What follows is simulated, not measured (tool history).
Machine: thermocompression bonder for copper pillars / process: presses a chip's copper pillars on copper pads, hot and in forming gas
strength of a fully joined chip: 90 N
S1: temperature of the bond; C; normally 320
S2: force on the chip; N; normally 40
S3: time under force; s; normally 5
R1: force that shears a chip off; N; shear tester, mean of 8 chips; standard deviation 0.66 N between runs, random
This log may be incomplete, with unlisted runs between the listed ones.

run 1 hour=0.0 | S1=320 S2=40 S3=5 | R1=50.6
run 2 hour=18.9 | S1=320 S2=40 S3=5 | R1=50.8
run 3 hour=44.5 | S1=339 S2=40 S3=5 | R1=59.9
run 4 hour=65.4 | S1=320 S2=40 S3=5 | R1=49.6
-- hour=67.2 forming gas filter changed
run 5 hour=89.5 | S1=320 S2=40 S3=5 | R1=54.8
run 6 hour=100.5 | S1=320 S2=40 S3=3 | R1=46.3
run 7 hour=119.1 | S1=320 S2=40 S3=5 | R1=53.3
run 8 hour=130.5 | S1=320 S2=40 S3=5 | R1=53.3
run 9 hour=144.0 | S1=320 S2=27 S3=5 | R1=40.3
run 10 hour=162.7 | S1=320 S2=27 S3=5 | R1=40.2
run 11 hour=183.7 | S1=320 S2=27 S3=5 | R1=39.6
run 12 hour=210.6 | S1=300 S2=40 S3=5 | R1=40.8
run 13 hour=225.9 | S1=339 S2=40 S3=5 | R1=61.5
run 14 hour=248.5 | S1=339 S2=40 S3=5 | R1=61.6
run 15 hour=262.4 | S1=339 S2=40 S3=5 | R1=60.6
run 16 hour=274.7 | S1=320 S2=40 S3=5 | R1=50.1
run 17 hour=286.2 | S1=320 S2=40 S3=5 | R1=51.1
run 18 hour=307.2 | S1=320 S2=40 S3=5 | R1=49.2
-- hour=323.7 forming gas filter changed
run 19 hour=323.7 | S1=320 S2=40 S3=6 | R1=58.0
run 20 hour=345.5 | S1=320 S2=40 S3=6 | R1=58.6
run 21 hour=364.7 | S1=317 S2=26 S3=5 | R1=37.7
run 22 hour=384.3 | S1=317 S2=26 S3=5 | R1=37.3
run 23 hour=403.7 | S1=319 S2=40 S3=3 | R1=44.6
run 24 hour=417.7 | S1=338 S2=40 S3=3 | R1=53.6
run 25 hour=441.9 | S1=321 S2=27 S3=11 | R1=51.6
-- hour=447.0 heater calibrated with a thermocouple chip
run 26 hour=458.2 | S1=333 S2=49 S3=5 | R1=69.1
run 27 hour=470.9 | S1=333 S2=49 S3=5 | R1=67.8
run 28 hour=494.8 | S1=306 S2=26 S3=5 | R1=35.0
run 29 hour=512.6 | S1=291 S2=39 S3=5 | R1=37.7
run 30 hour=538.8 | S1=291 S2=37 S3=6 | R1=39.0
run 31 hour=552.9 | S1=334 S2=37 S3=14 | R1=71.7
run 32 hour=575.6 | S1=334 S2=37 S3=14 | R1=72.2
-- hour=581.3 forming gas filter changed
run 33 hour=589.5 | S1=341 S2=59 S3=5 | R1=80.7
run 34 hour=601.9 | S1=341 S2=59 S3=5 | R1=78.5
run 35 hour=625.9 | S1=343 S2=40 S3=5 | R1=69.3
run 36 hour=646.0 | S1=320 S2=43 S3=4 | R1=56.3
run 37 hour=672.5 | S1=320 S2=30 S3=5 | R1=46.4
run 38 hour=694.9 | S1=320 S2=40 S3=3 | R1=48.4
run 39 hour=720.4 | S1=320 S2=40 S3=3 | R1=47.2
run 40 hour=740.0 | S1=320 S2=40 S3=3 | R1=45.8

Each row is a separate what-if for the run after 40, all from the same tool condition, not one after another. Results?
run A hour=762.7 | S1=320 S2=40 S3=9 | R1=?
run B hour=762.7 | S1=312 S2=34 S3=10 | R1=?
run C hour=762.7 | S1=320 S2=52 S3=3 | R1=?

run=A R1=61.8
run=B R1=54.1
run=C R1=55.9
With the hidden condition removed and each run's random variation left untouched, the same runs would have given:
run=A R1=68.3
run=B R1=60.2
run=C R1=62.1
